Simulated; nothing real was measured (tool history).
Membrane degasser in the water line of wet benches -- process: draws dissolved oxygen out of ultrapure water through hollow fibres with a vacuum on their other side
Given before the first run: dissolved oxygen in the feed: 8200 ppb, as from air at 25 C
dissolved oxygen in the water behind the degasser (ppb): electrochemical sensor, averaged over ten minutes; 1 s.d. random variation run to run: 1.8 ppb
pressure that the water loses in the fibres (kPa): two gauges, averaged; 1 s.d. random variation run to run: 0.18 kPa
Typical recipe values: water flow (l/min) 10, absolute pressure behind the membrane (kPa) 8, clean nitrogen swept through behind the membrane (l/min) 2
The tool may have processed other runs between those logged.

run     day  water flow (l/min)  absolute pressure behind the membrane (kPa)  clean nitrogen swept through behind the membrane (l/min)  dissolved oxygen in the water behind the degasser (ppb)  pressure that the water loses in the fibres (kPa)
  1       0                  10                                            8                                                         2                                                    178.9                                              32.34
  2   4.179                  10                                            8                                                      4.02                                                    146.3                                              32.68
  3   7.725                  10                                        13.71                                                      4.02                                                    181.5                                              32.34
  4  12.142                  10                                            8                                                         2                                                    180.4                                              32.55
  5  16.858                  10                                            8                                                         2                                                    179.1                                              32.44
  6  20.788                  10                                            8                                                         2                                                    176.7                                              32.73
  7  24.488                  11                                          6.5                                                      0.96                                                    228.4                                              35.87
     24.792  -- vacuum gauge calibrated
  8  29.212                  11                                          6.5                                                      0.96                                                    228.1                                              35.66
  9  33.154                  10                                         8.88                                                      1.12                                                    238.5                                              32.87
 10  37.562                  10                                         8.88                                                      1.12                                                    244.4                                              32.45
 11  40.533                  14                                         17.6                                                         2                                                    446.4                                              45.36
 12  45.088                  11                                         4.81                                                      1.14                                                    181.3                                              35.32

Each row is a separate what-if for the run after 12, all from the same tool condition, not one after another. Results?
  A  47.546                  11                                         4.81                                                      1.13                                                        ?                                                  ?
  B  47.546                  11                                         7.36                                                         2                                                        ?                                                  ?
  C  47.546                  11                                         5.48                                                      1.23                                                        ?                                                  ?

run  dissolved oxygen in the water behind the degasser (ppb)  pressure that the water loses in the fibres (kPa)
  A                                                    182.2                                              36.03
  B                                                    198.5                                              35.73
  C                                                    192.1                                              35.97
Had the tool no hidden state, the same runs would have come out as:
run  dissolved oxygen in the water behind the degasser (ppb)  pressure that the water loses in the fibres (kPa)
  A                                                    177.7                                              35.84
  B                                                    194.2                                              35.55
  C                                                    187.6                                              35.78
